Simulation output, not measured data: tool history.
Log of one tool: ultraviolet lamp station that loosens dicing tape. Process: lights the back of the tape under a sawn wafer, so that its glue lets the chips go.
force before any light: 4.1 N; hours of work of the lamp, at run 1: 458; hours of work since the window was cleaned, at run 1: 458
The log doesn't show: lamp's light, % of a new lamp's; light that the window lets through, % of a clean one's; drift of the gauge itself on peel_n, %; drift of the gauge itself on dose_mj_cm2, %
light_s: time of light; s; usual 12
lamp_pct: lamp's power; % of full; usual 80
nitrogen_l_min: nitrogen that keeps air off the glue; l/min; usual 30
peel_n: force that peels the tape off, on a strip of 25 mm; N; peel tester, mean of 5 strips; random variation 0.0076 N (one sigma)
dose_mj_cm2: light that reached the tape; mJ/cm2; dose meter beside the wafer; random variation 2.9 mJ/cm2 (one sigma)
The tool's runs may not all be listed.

run,hour,light_s,lamp_pct,nitrogen_l_min,hours of work of the lamp,hours of work since the window was cleaned,peel_n,dose_mj_cm2
1,0,12,80,30,458,458,0.402,336
2,31.5,20,80,30,478,478,0.24,549
# hour 55: window cleaned of glue's vapour
3,62.9,20,80,23,498,5,0.248,539
4,95.1,20,80,23,519,26,0.252,537
5,144.2,12,80,30,550,57,0.424,316
# hour 169.6: window cleaned of glue's vapour, once more
6,213.9,12,80,30,594,28,0.368,328
7,273.3,7,80,30,632,66,0.866,186
8,339.7,8,61,36,674,108,1.041,162
9,370.1,9,98,47,693,128,0.39,289
10,418.8,9,62,10,724,158,1.57,184
11,473.9,13,81,43,759,194,0.326,330
12,545,11,80,19,804,239,0.686,275
13,593.5,14,62,12,835,270,0.939,261

How the hidden state differs across the entries between the runs, from the last listed run before each to the first after it:
Between runs 2 and 3: window cleaned of glue's vapour (hour 55)
  lamp's light, % of a new lamp's: 84.1 -> 83.5; light that the window lets through, % of a clean one's: 94 -> 93
  measured less the result without the state, peel_n: +0.019 -> +0.032 N; dose_mj_cm2: -146 -> -155 mJ/cm2
Between runs 5 and 6: window cleaned of glue's vapour, once more (hour 169.6)
  lamp's light, % of a new lamp's: 81.9 -> 80.5; light that the window lets through, % of a clean one's: 92.3 -> 98.7
  measured less the result without the state, peel_n: +0.133 -> +0.098 N; dose_mj_cm2: -102 -> -86 mJ/cm2
